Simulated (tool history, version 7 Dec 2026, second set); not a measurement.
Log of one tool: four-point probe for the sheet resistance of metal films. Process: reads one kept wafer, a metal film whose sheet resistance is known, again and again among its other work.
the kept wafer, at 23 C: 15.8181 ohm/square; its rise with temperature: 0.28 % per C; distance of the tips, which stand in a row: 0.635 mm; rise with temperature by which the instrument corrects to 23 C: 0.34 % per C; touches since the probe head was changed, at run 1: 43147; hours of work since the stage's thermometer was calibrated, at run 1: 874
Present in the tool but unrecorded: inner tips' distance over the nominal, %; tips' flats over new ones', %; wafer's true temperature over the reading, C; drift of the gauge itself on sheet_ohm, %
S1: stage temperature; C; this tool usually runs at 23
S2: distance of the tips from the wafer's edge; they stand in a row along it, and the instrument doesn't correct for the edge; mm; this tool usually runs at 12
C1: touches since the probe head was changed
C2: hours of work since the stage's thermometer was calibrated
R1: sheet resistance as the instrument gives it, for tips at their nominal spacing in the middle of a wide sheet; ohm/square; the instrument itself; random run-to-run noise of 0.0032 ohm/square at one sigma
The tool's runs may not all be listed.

run,hour,S1,S2,C1,C2,R1
1,0,23,12,43147,874,15.967428
2,107.5,23,12,45342,937,15.973539
3,199.6,20,12,47223,992,16.003893
4,273,20,12,48720,1035,16.014825
5,332,20,12,49926,1070,16.01154
6,380,20,12,50905,1098,16.010999
7,458.7,20,12,52514,1145,16.017553
8,533.8,20,12,54047,1189,16.018105
9,624.3,23,12,55893,1242,15.992627
10,734.1,32,12,58136,1307,15.907969
11,836,31,12,60217,1367,15.917807
12,914.7,31,12,61824,1414,15.920456
13,986.5,31,12,63289,1456,15.920771
14,1074,22,12,65076,1507,16.012503
15,1155.4,22,12,66737,1555,16.012697
16,1237.1,22,12,68407,1604,16.015077
17,1349,22,12,70692,1670,16.017636
18,1459,23,12,72937,1734,16.017905
19,1504.9,23,7,73873,1761,16.06335
20,1557.1,23,7,74940,1792,16.063787
21,1645.5,23,7,76746,1844,16.072854
22,1717.2,23,7,78208,1887,16.062023
23,1790.7,20,12,79711,1930,16.052028
24,1853.9,20,13,81000,1967,16.055366
25,1936.4,31,12,82684,2016,15.942384
26,2004.3,31,12,84070,2056,15.951988
27,2071.8,31,12,85450,2096,15.957729
# hour 2129.4: new probe head fitted
28,2148.2,31,12,382,2140,15.698157
29,2198.4,22,3,1408,2170,16.13819
30,2277.3,22,40,3020,2216,15.772701

Predict the results of run 31:
31,2361,31,15,4727,2266,?

Run 31 gave R1 15.690046 ohm/square.
If the tool had no hidden condition, the same run with the same run-to-run variation would have returned R1 15.75034 ohm/square.

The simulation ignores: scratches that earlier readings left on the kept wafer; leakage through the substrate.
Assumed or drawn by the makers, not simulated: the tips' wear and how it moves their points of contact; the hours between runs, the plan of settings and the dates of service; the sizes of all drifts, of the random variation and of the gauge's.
